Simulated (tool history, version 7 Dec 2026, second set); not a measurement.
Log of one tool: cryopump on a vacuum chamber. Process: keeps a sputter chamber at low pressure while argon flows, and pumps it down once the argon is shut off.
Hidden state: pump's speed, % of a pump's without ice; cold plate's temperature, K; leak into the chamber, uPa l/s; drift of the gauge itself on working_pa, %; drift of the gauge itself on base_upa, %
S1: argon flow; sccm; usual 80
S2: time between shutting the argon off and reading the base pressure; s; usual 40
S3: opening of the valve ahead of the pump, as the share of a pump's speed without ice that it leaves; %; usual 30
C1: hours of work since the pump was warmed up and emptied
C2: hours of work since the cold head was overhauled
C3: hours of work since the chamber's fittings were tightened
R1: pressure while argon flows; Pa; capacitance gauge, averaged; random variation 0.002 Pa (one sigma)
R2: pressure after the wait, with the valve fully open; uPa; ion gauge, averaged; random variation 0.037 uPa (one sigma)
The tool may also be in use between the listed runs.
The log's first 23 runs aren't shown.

run,hour,S1,S2,S3,C1,C2,C3,R1,R2
24,1804.7,80,126,18,661,3107,1145,0.825,2.48
25,1906.5,80,126,18,739,3185,1223,0.8255,2.67
# hour 1995.7: pump warmed up, emptied and cooled again
26,2019.7,32,96,37,18,3268,1306,0.1581,2.57
27,2091.3,119,157,52,73,3322,1361,0.42,2.4
28,2168.9,90,157,54,133,3382,1420,0.3079,2.47
29,2222.2,90,157,54,174,3423,1461,0.308,2.63
30,2287.1,80,40,20,223,3472,1511,0.7286,3.91
31,2338.5,50,21,20,263,3512,1550,0.4566,5.6
32,2390.6,43,26,54,303,3552,1590,0.1503,5.15
33,2461.3,36,40,30,357,3606,1644,0.2224,4.16

Forecast each of these 4 alternatives for the next run:
A,2514.4,63,40,30,397,3647,1685,?,?
B,2514.4,66,40,30,397,3647,1685,?,?
C,2514.4,44,74,49,397,3647,1685,?,?
D,2514.4,53,40,49,397,3647,1685,?,?

run,R1,R2
A,0.3914,4.34
B,0.4071,4.38
C,0.1719,3.46
D,0.2067,4.26
Without the tool's hidden state the same runs would have given:
run,R1,R2
A,0.3753,2.08
B,0.3904,2.11
C,0.1607,1.23
D,0.1932,2.06
